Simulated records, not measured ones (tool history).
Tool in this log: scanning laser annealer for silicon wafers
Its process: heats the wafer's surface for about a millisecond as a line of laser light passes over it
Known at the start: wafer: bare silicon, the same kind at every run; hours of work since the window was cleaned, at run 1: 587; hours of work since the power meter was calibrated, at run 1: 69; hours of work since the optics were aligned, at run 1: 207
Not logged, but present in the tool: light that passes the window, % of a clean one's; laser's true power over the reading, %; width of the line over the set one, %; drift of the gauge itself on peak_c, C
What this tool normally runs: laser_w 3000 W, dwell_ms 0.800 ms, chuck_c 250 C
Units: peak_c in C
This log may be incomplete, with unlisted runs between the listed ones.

run	hour	laser_w	dwell_ms	chuck_c	hours of work since the window was cleaned	hours of work since the power meter was calibrated	hours of work since the optics were aligned	peak_c
1	0.0	3000	0.800	250	587	69	207	946
2	17.6	3000	0.904	250	596	78	216	988
3	50.7	3000	0.904	250	614	96	233	985
4	85.8	3000	0.904	275	632	115	252	1012
5	108.2	3000	0.904	275	644	126	264	1012
6	129.1	3000	0.904	275	655	137	275	1010
7	145.5	3241	0.800	250	664	146	284	1006
8	165.9	3241	0.800	250	675	157	294	1002
9	195.4	3207	0.800	250	690	173	310	992
10	213.8	3207	0.800	250	700	182	320	990
11	229.1	3207	0.800	250	708	190	328	990
12	254.2	3207	0.800	250	721	204	341	990
13	273.3	3000	0.800	250	732	214	351	933
14	289.1	3000	0.800	250	740	222	360	936
15	322.2	2560	0.800	250	757	240	377	818
16	337.1	2560	0.800	250	765	248	385	815
17	371.9	3000	0.800	250	784	266	403	932
18	405.4	3000	0.800	250	801	284	421	930
19	430.4	3000	0.800	250	815	297	434	928
20	446.9	3000	0.800	250	823	306	443	928
21	473.2	3000	0.800	250	837	320	457	926
22	508.6	2762	0.765	234	856	338	476	834
# hour 512.5: window over the wafer cleaned
23	530.3	2762	0.765	234	9	349	486	879
24	564.7	3000	0.703	274	28	367	504	953
25	584.7	3000	0.703	274	38	378	515	951
26	600.6	3000	0.653	250	47	386	523	903
27	627.5	2603	0.681	288	61	400	538	855
28	662.0	3000	0.958	284	79	418	556	1070
29	681.0	3000	0.941	213	89	429	566	994
30	717.3	2922	0.821	250	108	448	585	952
31	745.2	2628	0.641	250	123	463	600	803
32	767.8	2680	0.668	241	135	474	612	819
33	795.7	3000	0.800	232	150	489	627	948
34	814.7	3000	0.800	232	160	499	637	948
35	832.6	3000	0.800	232	169	509	646	946
36	854.8	3272	0.894	250	181	521	658	1082
37	874.3	3223	0.800	263	191	531	668	1037
38	907.9	3000	0.928	220	209	549	686	983
39	924.9	3000	0.928	220	218	558	695	985
40	943.0	3000	0.928	220	228	567	705	986

Measured less the same run without the tool's hidden state. The same run-to-run variation is in both; the gauge's scatter may not be:
run	peak_c
1	-39
2	-42
3	-44
4	-45
5	-46
6	-47
7	-48
8	-49
9	-51
10	-51
11	-52
12	-53
13	-50
14	-50
15	-43
16	-44
17	-53
18	-56
19	-56
20	-57
21	-58
22	-52
23	-8
24	-9
25	-11
26	-10
27	-10
28	-15
29	-15
30	-15
31	-13
32	-14
33	-19
34	-20
35	-20
36	-24
37	-23
38	-25
39	-26
40	-27
